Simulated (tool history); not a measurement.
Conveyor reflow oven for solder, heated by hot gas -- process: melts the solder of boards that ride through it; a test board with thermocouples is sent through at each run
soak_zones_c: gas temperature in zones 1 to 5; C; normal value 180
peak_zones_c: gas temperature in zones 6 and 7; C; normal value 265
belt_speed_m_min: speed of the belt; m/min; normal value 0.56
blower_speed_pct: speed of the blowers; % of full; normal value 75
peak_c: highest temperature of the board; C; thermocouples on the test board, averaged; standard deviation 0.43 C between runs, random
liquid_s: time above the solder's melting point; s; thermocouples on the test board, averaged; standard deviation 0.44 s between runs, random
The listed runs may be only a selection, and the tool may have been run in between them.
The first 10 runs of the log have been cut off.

run	day	soak_zones_c	peak_zones_c	belt_speed_m_min	blower_speed_pct	hours of work since the flux was cleaned out	hours of work since the belt drive was overhauled	hours of work since the thermocouples were changed	peak_c	liquid_s
11	12.238	180	265	0.56	75	433	683	532	243.1	49.8
12	12.925	180	278	0.56	75	440	690	540	253.2	59
13	14.012	180	278	0.56	75	452	702	551	253.4	57.6
14	14.912	180	278	0.56	75	462	712	561	253.7	59.2
15	15.912	180	267	0.56	75	472	722	572	244.6	50.9
16	16.883	180	267	0.56	75	483	733	582	244.7	50.7
17	17.675	193	254	0.56	75	491	741	591	237	49.4
# day 18.029: flux residue cleaned out of gas plates and filters
18	18.929	188	265	0.618	64	10	752	602	242.3	46.8
19	19.904	174	254	0.599	54	20	763	612	228.7	25.5
20	20.892	180	256	0.56	72	31	773	623	238.3	46.8
21	21.596	180	261	0.56	51	38	781	630	236	41.6

Estimate the outcome of run 22 from the log above:
# day 21.867: belt drive overhauled, speed set with a stopwatch
22	23.379	180	261	0.56	51	56	16	648	?	?

Run 22 measured peak_c 236.5 C, liquid_s 41.7 s.
If the tool had no hidden condition, the same run with the same run-to-run variation would have returned peak_c 237.9 C, liquid_s 42.3 s.

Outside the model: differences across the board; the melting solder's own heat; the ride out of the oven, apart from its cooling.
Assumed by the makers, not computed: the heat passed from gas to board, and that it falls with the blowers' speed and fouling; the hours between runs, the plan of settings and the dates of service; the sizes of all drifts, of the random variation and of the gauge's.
